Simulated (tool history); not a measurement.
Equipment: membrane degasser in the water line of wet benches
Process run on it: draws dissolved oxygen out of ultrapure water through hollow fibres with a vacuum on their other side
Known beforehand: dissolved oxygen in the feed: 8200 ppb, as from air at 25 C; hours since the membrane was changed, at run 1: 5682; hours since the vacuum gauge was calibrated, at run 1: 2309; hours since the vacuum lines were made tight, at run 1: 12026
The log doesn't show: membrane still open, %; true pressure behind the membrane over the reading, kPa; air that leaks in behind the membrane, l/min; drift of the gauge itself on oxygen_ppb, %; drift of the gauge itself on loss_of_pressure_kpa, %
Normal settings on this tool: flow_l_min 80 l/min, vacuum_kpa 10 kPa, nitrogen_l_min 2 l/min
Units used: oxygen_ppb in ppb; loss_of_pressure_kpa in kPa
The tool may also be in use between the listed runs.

| run | hour | flow_l_min | vacuum_kpa | nitrogen_l_min | hours since the membrane was changed | hours since the vacuum gauge was calibrated | hours since the vacuum lines were made tight | oxygen_ppb | loss_of_pressure_kpa |
|---|---|---|---|---|---|---|---|---|---|
| 1 | 0 | 80 | 10 | 2 | 5682 | 2309 | 12026 | 539.4 | 57.74 |
| 2 | 73.5 | 80 | 10 | 2 | 5755 | 2382 | 12100 | 536.7 | 57.67 |
| 3 | 221.7 | 90 | 10 | 2 | 5903 | 2531 | 12248 | 594.1 | 64.74 |
| 4 | 346.3 | 80 | 10 | 2 | 6028 | 2655 | 12373 | 535.3 | 57.47 |
| 5 | 512.6 | 80 | 10 | 3.13 | 6194 | 2821 | 12539 | 384.1 | 57.57 |
| 6 | 598 | 80 | 10 | 3.13 | 6280 | 2907 | 12624 | 384.2 | 57.53 |
| 7 | 699.9 | 80 | 10 | 3.13 | 6382 | 3009 | 12726 | 382.8 | 57.65 |
| 8 | 775.8 | 80 | 10 | 3.13 | 6458 | 3085 | 12802 | 383.7 | 57.01 |
| 9 | 895.7 | 80 | 10 | 3.13 | 6577 | 3205 | 12922 | 382.7 | 57.41 |
| 10 | 1015.2 | 80 | 10 | 3.3 | 6697 | 3324 | 13041 | 365 | 56.94 |
| 11 | 1182.7 | 80 | 10 | 3.3 | 6864 | 3492 | 13209 | 368.8 | 56.86 |
| 12 | 1330.8 | 80 | 10 | 3.3 | 7013 | 3640 | 13357 | 367.7 | 56.99 |
| 13 | 1400.5 | 80 | 10 | 3.3 | 7082 | 3709 | 13427 | 365.9 | 57.03 |
| 14 | 1506.1 | 80 | 14.6 | 2 | 7188 | 3815 | 13532 | 854.3 | 57.06 |
| 15 | 1609.8 | 80 | 11 | 2 | 7292 | 3919 | 13636 | 607.3 | 56.94 |
|  | 1635.5 | vacuum gauge calibrated |
| 16 | 1711.6 | 80 | 10 | 2 | 7393 | 76 | 13737 | 540.1 | 56.94 |

Predict the results of run 17:
| 17 | 1853.8 | 80 | 21.1 | 2 | 7535 | 218 | 13880 | ? | ? |

oxygen_ppb: 1272.2 ppb
loss_of_pressure_kpa: 56.45 kPa
The same run, on a tool lacking any hidden state, would have yielded oxygen_ppb 1272.1 ppb, loss_of_pressure_kpa 57.53 kPa.
